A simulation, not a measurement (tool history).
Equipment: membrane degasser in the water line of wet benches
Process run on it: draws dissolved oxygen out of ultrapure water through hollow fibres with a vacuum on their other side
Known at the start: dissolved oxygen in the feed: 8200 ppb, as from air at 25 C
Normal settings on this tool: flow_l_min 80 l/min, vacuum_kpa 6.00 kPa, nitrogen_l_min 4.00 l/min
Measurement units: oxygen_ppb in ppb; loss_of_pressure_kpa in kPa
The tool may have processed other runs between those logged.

Run 1, hour 0.0: usual settings. Result: oxygen_ppb 259.7 ppb, loss_of_pressure_kpa 41.81 kPa.
Run 2, hour 30.9: usual settings. Result: oxygen_ppb 256.7 ppb, loss_of_pressure_kpa 42.00 kPa.
Run 3, hour 78.0: usual settings. Result: oxygen_ppb 262.8 ppb, loss_of_pressure_kpa 41.55 kPa.
Run 4, hour 124.2: usual settings. Result: oxygen_ppb 255.5 ppb, loss_of_pressure_kpa 41.49 kPa.
Run 5, hour 168.5: usual settings. Result: oxygen_ppb 259.9 ppb, loss_of_pressure_kpa 41.90 kPa.
Run 6, hour 199.4: usual settings but vacuum_kpa 11.62 kPa. Result: oxygen_ppb 489.1 ppb, loss_of_pressure_kpa 41.91 kPa.
Run 7, hour 262.4: usual settings but nitrogen_l_min 1.71 l/min. Result: oxygen_ppb 383.1 ppb, loss_of_pressure_kpa 41.94 kPa.
Run 8, hour 304.9: usual settings but nitrogen_l_min 1.71 l/min. Result: oxygen_ppb 382.7 ppb, loss_of_pressure_kpa 41.53 kPa.
Run 9, hour 377.7: usual settings but nitrogen_l_min 2.30 l/min. Result: oxygen_ppb 325.3 ppb, loss_of_pressure_kpa 41.34 kPa.
Run 10, hour 443.0: usual settings but nitrogen_l_min 2.30 l/min. Result: oxygen_ppb 330.8 ppb, loss_of_pressure_kpa 41.33 kPa.
Run 11, hour 488.9: usual settings but nitrogen_l_min 2.30 l/min. Result: oxygen_ppb 332.4 ppb, loss_of_pressure_kpa 41.27 kPa.
Run 12, hour 559.3: usual settings but vacuum_kpa 9.06 kPa. Result: oxygen_ppb 383.1 ppb, loss_of_pressure_kpa 41.13 kPa.
Run 13, hour 621.3: usual settings but vacuum_kpa 9.06 kPa. Result: oxygen_ppb 380.8 ppb, loss_of_pressure_kpa 41.11 kPa.
Run 14, hour 674.7: usual settings but vacuum_kpa 9.06 kPa. Result: oxygen_ppb 382.2 ppb, loss_of_pressure_kpa 41.21 kPa.
Run 15, hour 712.7: usual settings but vacuum_kpa 9.06 kPa. Result: oxygen_ppb 390.7 ppb, loss_of_pressure_kpa 41.03 kPa.
Run 16, hour 767.5: usual settings but vacuum_kpa 9.06 kPa. Result: oxygen_ppb 389.0 ppb, loss_of_pressure_kpa 41.14 kPa.
Run 17, hour 829.3: usual settings but nitrogen_l_min 9.38 l/min. Result: oxygen_ppb 191.5 ppb, loss_of_pressure_kpa 41.03 kPa.
Run 18, hour 869.7: usual settings but flow_l_min 57 l/min, vacuum_kpa 8.87 kPa, nitrogen_l_min 2.91 l/min. Result: oxygen_ppb 277.0 ppb, loss_of_pressure_kpa 29.37 kPa.
Run 19, hour 939.7: usual settings but flow_l_min 57 l/min, vacuum_kpa 8.87 kPa, nitrogen_l_min 2.91 l/min. Result: oxygen_ppb 275.6 ppb, loss_of_pressure_kpa 29.43 kPa.
Run 20, hour 999.9: usual settings but flow_l_min 57 l/min, vacuum_kpa 4.31 kPa, nitrogen_l_min 6.12 l/min. Result: oxygen_ppb 59.7 ppb, loss_of_pressure_kpa 29.30 kPa.
Run 21, hour 1067.9: usual settings but flow_l_min 68 l/min, vacuum_kpa 5.21 kPa. Result: oxygen_ppb 152.9 ppb, loss_of_pressure_kpa 34.66 kPa.
Run 22, hour 1119.1: usual settings but flow_l_min 68 l/min, vacuum_kpa 5.21 kPa. Result: oxygen_ppb 151.4 ppb, loss_of_pressure_kpa 34.41 kPa.
Run 23, hour 1165.8: usual settings but flow_l_min 68 l/min, vacuum_kpa 5.21 kPa. Result: oxygen_ppb 149.1 ppb, loss_of_pressure_kpa 34.93 kPa.
Run 24, hour 1214.9: usual settings but flow_l_min 95 l/min, vacuum_kpa 5.39 kPa, nitrogen_l_min 2.10 l/min. Result: oxygen_ppb 416.2 ppb, loss_of_pressure_kpa 49.54 kPa.
Run 25, hour 1251.3: usual settings but flow_l_min 95 l/min, vacuum_kpa 5.39 kPa, nitrogen_l_min 2.10 l/min. Result: oxygen_ppb 428.1 ppb, loss_of_pressure_kpa 49.77 kPa.
Run 26, hour 1289.0: usual settings but flow_l_min 95 l/min, vacuum_kpa 5.39 kPa, nitrogen_l_min 2.10 l/min. Result: oxygen_ppb 425.7 ppb, loss_of_pressure_kpa 49.76 kPa.
Run 27, hour 1326.2: usual settings but flow_l_min 95 l/min, vacuum_kpa 12.74 kPa, nitrogen_l_min 2.10 l/min. Result: oxygen_ppb 988.2 ppb, loss_of_pressure_kpa 49.09 kPa.
Run 28, hour 1369.4: usual settings but flow_l_min 71 l/min, vacuum_kpa 12.74 kPa, nitrogen_l_min 3.27 l/min. Result: oxygen_ppb 513.4 ppb, loss_of_pressure_kpa 36.86 kPa.
Run 29, hour 1418.8: usual settings but flow_l_min 103 l/min, vacuum_kpa 11.98 kPa. Result: oxygen_ppb 736.9 ppb, loss_of_pressure_kpa 53.90 kPa.
Run 30, hour 1472.5: usual settings but flow_l_min 103 l/min, vacuum_kpa 7.34 kPa. Result: oxygen_ppb 510.6 ppb, loss_of_pressure_kpa 53.71 kPa.
Run 31, hour 1530.9: usual settings but flow_l_min 103 l/min, vacuum_kpa 7.34 kPa, nitrogen_l_min 10.72 l/min. Result: oxygen_ppb 389.1 ppb, loss_of_pressure_kpa 53.32 kPa.
Run 32, hour 1580.3: usual settings but flow_l_min 106 l/min, vacuum_kpa 14.73 kPa, nitrogen_l_min 1.65 l/min. Result: oxygen_ppb 1397.1 ppb, loss_of_pressure_kpa 55.28 kPa.

Put back what was entered between runs (1 entry, withheld): which listed runs does each sit between, and how does the hidden state differ from the listed run before to the listed run after?
Run 23 -> run 24: gauge calibrated (hour 1202.3)
  drift of the gauge itself on loss_of_pressure_kpa, %: -2.37 -> -0.03
  measured less the result without the state, loss_of_pressure_kpa: -0.84 -> -0.01 kPa

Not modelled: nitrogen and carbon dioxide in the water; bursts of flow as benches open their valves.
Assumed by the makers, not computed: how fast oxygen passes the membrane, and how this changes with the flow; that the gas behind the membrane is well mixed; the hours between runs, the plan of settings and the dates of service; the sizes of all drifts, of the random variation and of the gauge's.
